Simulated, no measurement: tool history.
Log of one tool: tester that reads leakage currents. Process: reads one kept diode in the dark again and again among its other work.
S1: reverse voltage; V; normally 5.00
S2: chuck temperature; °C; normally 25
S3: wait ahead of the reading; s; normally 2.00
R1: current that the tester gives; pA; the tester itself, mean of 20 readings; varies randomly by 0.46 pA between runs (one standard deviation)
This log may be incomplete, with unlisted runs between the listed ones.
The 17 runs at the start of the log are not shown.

run,hour,S1,S2,S3,R1
# hour 728.5: probe card cleaned and baked, once more
18,739.4,5.00,25,2.00,154.30
19,789.3,5.00,43,2.00,732.02
20,830.1,5.00,53,2.00,1628.06
21,863.5,5.00,53,2.00,1629.75
22,916.9,6.10,21,1.24,118.24
23,976.3,18.33,23,0.56,249.22
24,1040.1,1.31,58,2.00,1272.97
25,1079.0,14.69,58,2.00,3976.52
26,1112.6,1.96,35,2.00,245.15
27,1175.4,11.01,32,2.00,426.93
28,1208.9,11.83,22,0.79,184.39
29,1237.3,11.83,22,0.79,185.22
30,1271.4,11.11,34,0.79,516.25
31,1301.7,1.56,43,3.11,430.80
32,1343.4,1.56,43,3.11,430.11
33,1377.7,1.56,43,3.11,428.78
34,1406.5,16.66,25,2.00,285.49
35,1454.4,6.10,55,2.00,2122.51
36,1491.2,1.57,38,0.96,288.51
37,1535.9,4.97,26,0.33,177.92
38,1586.6,4.97,26,1.48,174.78
39,1620.0,1.75,25,2.00,96.57

3 options for the next run, each taken on its own from the tool as it stands now. Forecast them:
A,1671.2,1.76,24,2.00,?
B,1671.2,1.38,55,2.00,?
C,1671.2,1.72,22,2.00,?

run,R1
A,89.01
B,1057.92
C,73.00
Take away the tool's hidden state, keep each run's random variation, and the runs would have read:
run,R1
A,84.87
B,1027.41
C,69.42
